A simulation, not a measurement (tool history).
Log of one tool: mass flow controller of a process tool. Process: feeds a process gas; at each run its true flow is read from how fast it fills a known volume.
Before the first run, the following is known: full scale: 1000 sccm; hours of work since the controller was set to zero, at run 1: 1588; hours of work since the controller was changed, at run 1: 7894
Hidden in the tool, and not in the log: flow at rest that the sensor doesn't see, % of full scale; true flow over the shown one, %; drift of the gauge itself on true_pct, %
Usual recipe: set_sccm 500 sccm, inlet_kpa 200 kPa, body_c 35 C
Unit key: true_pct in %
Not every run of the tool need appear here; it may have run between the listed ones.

run     hour  set_sccm  inlet_kpa  body_c  hours of work since the controller was set to zero  hours of work since the controller was changed  true_pct
  1      0.0       500        200      35                                                1588                                            7894     98.72
  2    397.8       402        200      35                                                1878                                            8183     98.55
  3    790.9       402        200      35                                                2165                                            8470     98.55
  4   1123.0       402        200      35                                                2406                                            8712     98.60
  5   1551.6       402        200      35                                                2719                                            9024     98.59
  6   1917.7       879        200      35                                                2985                                            9290     99.16
  7   2257.2       879        200      35                                                3233                                            9538     99.23
  8   2483.5       500        200      35                                                3397                                            9702     98.68
  9   2775.3       500        200      35                                                3610                                            9915     98.81
 10   3302.3       500        200      35                                                3994                                           10299     98.81
 11   3612.5       750        200      35                                                4220                                           10525     99.00
 12   3890.6       500        200      29                                                4422                                           10727     99.19
 13   4353.1       500        200      29                                                4759                                           11064     99.22
 14   4585.2       500        200      22                                                4928                                           11233     99.62
 15   4984.2       293        200      35                                                5219                                           11524     98.58
 16   5320.5       293        200      35                                                5464                                           11769     98.38
 17   5717.5       293        200      35                                                5753                                           12058     98.50
      5901.0  -- controller's zero set anew
 18   6186.2       354        200      35                                                 208                                           12399     98.48
 19   6619.3       354        200      35                                                 523                                           12715     98.59
 20   7078.1       500        200      21                                                 857                                           13049     99.86
 21   7473.4       500        200      21                                                1145                                           13337     99.71
 22   8010.6       500        200      21                                                1537                                           13728     99.74
 23   8382.5       174        200      35                                                1807                                           13999     98.45
 24   8801.2       500        200      29                                                2112                                           14304     99.15
 25   9321.4       515        200      20                                                2491                                           14683     99.85
 26   9740.6       349        177      38                                                2797                                           14988     98.40
      9816.7  -- controller exchanged for a calibrated one
 27   9999.1       349        154      38                                                 133                                             133     98.46
 28  10341.3       349        154      38                                                 382                                             382     98.39
 29  10873.5       803        254      21                                                 770                                             770     99.96
 30  11371.8       803        254      21                                                1133                                            1133     99.87
 31  11602.3       270        221      35                                                1301                                            1301     98.39
 32  11968.1       644        198      22                                                1567                                            1567     99.93
 33  12453.1       240        182      36                                                1920                                            1920     98.28
 34  12713.4       111        182      24                                                2110                                            2110     99.19
 35  13149.2       111        182      24                                                2427                                            2427     99.17
 36  13533.1       111        182      24                                                2707                                            2707     99.07
 37  13810.6       793        200      21                                                2909                                            2909    100.06
 38  14028.0       164        217      35                                                3067                                            3067     98.32
 39  14498.5       554        181      39                                                3410                                            3410     98.52
 40  14856.1       822        270      20                                                3671                                            3671    100.07
 41  15389.6       822        270      20                                                4059                                            4059     99.96
 42  15760.5       822        270      20                                                4329                                            4329     99.95
 43  16290.7       822        270      20                                                4716                                            4716     99.97
 44  16526.9       822        270      20                                                4888                                            4888     99.96
 45  16778.4       150        200      35                                                5071                                            5071     98.31
 46  17133.8       527        160      24                                                5330                                            5330     99.78
 47  17627.4       500        145      22                                                5689                                            5689     99.84

Forecast each of these 3 alternatives for the next run:
     17908.5  -- controller's zero set anew
  A  18106.8       375        145      37                                                 144                                            6038         ?
     17908.5  -- controller's zero set anew
  B  18106.8       249        200      26                                                 144                                            6038         ?
     17908.5  -- controller's zero set anew
  C  18106.8       177        145      22                                                 144                                            6038         ?

run  true_pct
  A     98.60
  B     99.01
  C     99.60
The same runs, with their run-to-run variation unchanged, on a tool lacking any hidden condition would have given:
run  true_pct
  A     98.59
  B     99.00
  C     99.58
